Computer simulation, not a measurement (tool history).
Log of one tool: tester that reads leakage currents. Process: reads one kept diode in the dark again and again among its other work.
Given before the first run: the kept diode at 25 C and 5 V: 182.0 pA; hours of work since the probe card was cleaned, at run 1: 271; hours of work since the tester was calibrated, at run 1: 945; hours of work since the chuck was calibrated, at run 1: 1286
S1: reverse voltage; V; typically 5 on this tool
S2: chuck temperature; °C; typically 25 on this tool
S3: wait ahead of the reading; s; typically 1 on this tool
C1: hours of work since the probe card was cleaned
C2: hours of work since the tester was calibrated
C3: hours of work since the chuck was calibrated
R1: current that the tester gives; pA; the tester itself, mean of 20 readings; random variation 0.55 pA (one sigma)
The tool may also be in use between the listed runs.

Run 1, hour 0: usual settings; C1 271; C2 945; C3 1286. Result: R1 183.16 pA.
Run 2, hour 40.2: usual settings; C1 287; C2 961; C3 1302. Result: R1 182.44 pA.
Run 3, hour 95.6: usual settings; C1 309; C2 984; C3 1325. Result: R1 182.91 pA.
Run 4, hour 125.7: usual settings but S1 10.45 V; C1 322; C2 996; C3 1337. Result: R1 235.69 pA.
Run 5, hour 166.6: usual settings but S1 10.45 V; C1 338; C2 1012; C3 1354. Result: R1 235.23 pA.
Run 6, hour 196.6: usual settings but S1 10.45 V; C1 350; C2 1025; C3 1366. Result: R1 235.64 pA.
Run 7, hour 255.3: usual settings but S1 10.45 V; C1 374; C2 1049; C3 1390. Result: R1 234.86 pA.
Run 8, hour 301.3: usual settings but S1 10.45 V; C1 393; C2 1067; C3 1408. Result: R1 235.74 pA.
Run 9, hour 329.6: usual settings but S3 1.17 s; C1 404; C2 1079; C3 1420. Result: R1 183.41 pA.
Run 10, hour 361.9: usual settings but S3 1.17 s; C1 417; C2 1092; C3 1433. Result: R1 183.39 pA.
Run 11, hour 414.9: usual settings but S2 28 °C, S3 1.17 s; C1 439; C2 1113; C3 1454. Result: R1 236.94 pA.
Run 12, hour 462.2: usual settings but S2 28 °C, S3 0.3 s; C1 458; C2 1132; C3 1474. Result: R1 238.73 pA.
Run 13, hour 518.5: usual settings but S2 58 °C, S3 0.3 s; C1 481; C2 1155; C3 1496. Result: R1 2564.06 pA.
Run 14, hour 557.8: usual settings but S3 0.86 s; C1 497; C2 1171; C3 1512. Result: R1 183.33 pA.
Run 15, hour 614.6: usual settings but S1 1.77 V, S3 0.86 s; C1 520; C2 1194; C3 1535. Result: R1 128.48 pA.
Run 16, hour 641: usual settings but S1 1.77 V, S3 0.86 s; C1 531; C2 1205; C3 1546. Result: R1 128.41 pA.
Run 17, hour 699.9: usual settings but S1 1.77 V, S3 0.86 s; C1 555; C2 1229; C3 1570. Result: R1 128.67 pA.
Run 18, hour 759.8: usual settings but S1 1.77 V, S3 0.86 s; C1 579; C2 1253; C3 1594. Result: R1 128.8 pA.
Run 19, hour 791.2: usual settings but S1 1.77 V, S3 0.86 s; C1 592; C2 1266; C3 1607. Result: R1 128.01 pA.
Run 20, hour 850.4: usual settings; C1 616; C2 1290; C3 1631. Result: R1 182.32 pA.
Run 21, hour 877.9: usual settings but S1 3.9 V, S2 32 °C, S3 6.42 s; C1 627; C2 1301; C3 1642. Result: R1 307.07 pA.
Run 22, hour 928.8: usual settings but S1 4.54 V, S2 39 °C, S3 6.42 s; C1 647; C2 1322; C3 1663. Result: R1 580.79 pA.
Run 23, hour 961.7: usual settings but S1 12.5 V, S3 5.07 s; C1 661; C2 1335; C3 1676. Result: R1 248.91 pA.
Run 24, hour 1005.9: usual settings but S3 1.75 s; C1 679; C2 1353; C3 1694. Result: R1 181.93 pA.
Run 25, hour 1040: usual settings but S2 43 °C, S3 1.61 s; C1 693; C2 1367; C3 1708. Result: R1 827.35 pA.
Run 26, hour 1081.5: usual settings but S2 40 °C, S3 1.61 s; C1 709; C2 1384; C3 1725. Result: R1 650.03 pA.
Run 27, hour 1126: usual settings but S1 10.84 V, S2 21 °C, S3 0.98 s; C1 727; C2 1402; C3 1743. Result: R1 166.94 pA.
Run 28, hour 1166.2: usual settings but S1 7.25 V, S2 28 °C, S3 0.51 s; C1 744; C2 1418; C3 1759. Result: R1 269.98 pA.
Run 29, hour 1201.3: usual settings but S3 5.02 s; C1 758; C2 1432; C3 1773. Result: R1 182.46 pA.
Run 30, hour 1236.4: usual settings but S1 2.23 V, S2 42 °C, S3 9.27 s; C1 772; C2 1447; C3 1788. Result: R1 577.74 pA.
Run 31, hour 1279.5: usual settings but S1 13 V, S3 1.14 s; C1 790; C2 1464; C3 1805. Result: R1 252.82 pA.
Run 32, hour 1338.9: usual settings but S1 10.28 V; C1 814; C2 1488; C3 1829. Result: R1 235.05 pA.
Run 33, hour 1366: usual settings but S1 10.28 V; C1 825; C2 1499; C3 1840. Result: R1 235.02 pA.
Run 34, hour 1403.8: usual settings but S1 10.28 V; C1 840; C2 1514; C3 1856. Result: R1 235.52 pA.
Run 35, hour 1436.7: usual settings but S3 1.08 s; C1 854; C2 1528; C3 1869. Result: R1 182.76 pA.
Run 36, hour 1476.7: usual settings but S1 2.01 V, S2 26 °C; C1 870; C2 1544; C3 1885. Result: R1 146.95 pA.
Run 37, hour 1521.6: usual settings but S1 1.27 V, S2 40 °C, S3 5.04 s; C1 888; C2 1562; C3 1903. Result: R1 407.35 pA.
Run 38, hour 1561.6: usual settings but S1 1.18 V, S2 43 °C, S3 0.53 s; C1 904; C2 1578; C3 1920. Result: R1 506.72 pA.
Run 39, hour 1598.3: usual settings but S1 1.86 V, S2 40 °C, S3 0.61 s; C1 919; C2 1593; C3 1934. Result: R1 464.96 pA.

Consider 4 possible next runs. They are alternatives, not a sequence: every one starts from the tool as it was left by run 39. What does each give?
Run A, hour 1648.1: usual settings but S3 7.67 s; C1 939; C2 1614; C3 1955. Result: R1 ?.
Run B, hour 1648.1: usual settings but S1 2.58 V, S2 33 °C, S3 0.88 s; C1 939; C2 1614; C3 1955. Result: R1 ?.
Run C, hour 1648.1: usual settings but S1 1.86 V, S2 40 °C, S3 2.36 s; C1 939; C2 1614; C3 1955. Result: R1 ?.
Run D, hour 1648.1: usual settings but S1 14.18 V, S3 0.52 s; C1 939; C2 1614; C3 1955. Result: R1 ?.

run      R1
  A  182.11
  B  291.25
  C  467.39
  D  263.18
Without the tool's unlogged condition, the same runs would have read:
run      R1
  A  182.26
  B  291.54
  C  467.86
  D  263.29

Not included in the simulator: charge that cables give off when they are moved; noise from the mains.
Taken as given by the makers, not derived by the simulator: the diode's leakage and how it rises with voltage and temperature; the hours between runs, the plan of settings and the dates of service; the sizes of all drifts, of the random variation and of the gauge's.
